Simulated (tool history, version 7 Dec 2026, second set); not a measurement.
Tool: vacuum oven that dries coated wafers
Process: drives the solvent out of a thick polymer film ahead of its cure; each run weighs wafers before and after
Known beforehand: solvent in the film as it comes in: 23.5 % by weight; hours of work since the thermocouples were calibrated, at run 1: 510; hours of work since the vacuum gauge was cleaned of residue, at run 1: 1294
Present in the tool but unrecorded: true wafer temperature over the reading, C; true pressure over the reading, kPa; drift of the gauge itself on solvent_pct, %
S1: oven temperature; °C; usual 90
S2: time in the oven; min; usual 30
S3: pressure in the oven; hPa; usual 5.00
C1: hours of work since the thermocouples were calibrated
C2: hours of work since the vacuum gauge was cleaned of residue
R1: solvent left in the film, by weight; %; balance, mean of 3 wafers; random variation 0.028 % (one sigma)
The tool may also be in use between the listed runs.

Run 1, hour 0.0: usual settings; C1 510; C2 1294. Result: R1 1.30 %.
Run 2, hour 58.5: usual settings; C1 551; C2 1335. Result: R1 1.27 %.
Run 3, hour 115.0: usual settings; C1 590; C2 1374. Result: R1 1.25 %.
Run 4, hour 202.0: usual settings but S1 95 °C; C1 651; C2 1434. Result: R1 0.84 %.
Run 5, hour 279.6: usual settings but S1 95 °C; C1 705; C2 1488. Result: R1 0.76 %.
Run 6, hour 318.4: usual settings but S3 3.64 hPa; C1 732; C2 1515. Result: R1 1.19 %.
Run 7, hour 382.1: usual settings but S1 87 °C, S3 2.81 hPa; C1 776; C2 1560. Result: R1 1.52 %.
Run 8, hour 430.6: usual settings but S1 87 °C, S2 49 min, S3 6.41 hPa; C1 810; C2 1594. Result: R1 1.06 %.
At hour 490.7: oven's thermocouples calibrated.
Run 9, hour 497.5: usual settings but S1 84 °C, S3 14.61 hPa; C1 5; C2 1639. Result: R1 3.53 %.
Run 10, hour 579.4: usual settings but S2 19 min, S3 2.87 hPa; C1 62; C2 1696. Result: R1 2.87 %.

Run 11 has not been measured yet. What should we expect?
Run 11, hour 649.3: usual settings but S3 11.03 hPa; C1 110; C2 1744. Result: R1 ?.

{"run 11": {"R1": 1.9}}
The same run, on a tool lacking any hidden state, would have yielded R1 1.61 %.

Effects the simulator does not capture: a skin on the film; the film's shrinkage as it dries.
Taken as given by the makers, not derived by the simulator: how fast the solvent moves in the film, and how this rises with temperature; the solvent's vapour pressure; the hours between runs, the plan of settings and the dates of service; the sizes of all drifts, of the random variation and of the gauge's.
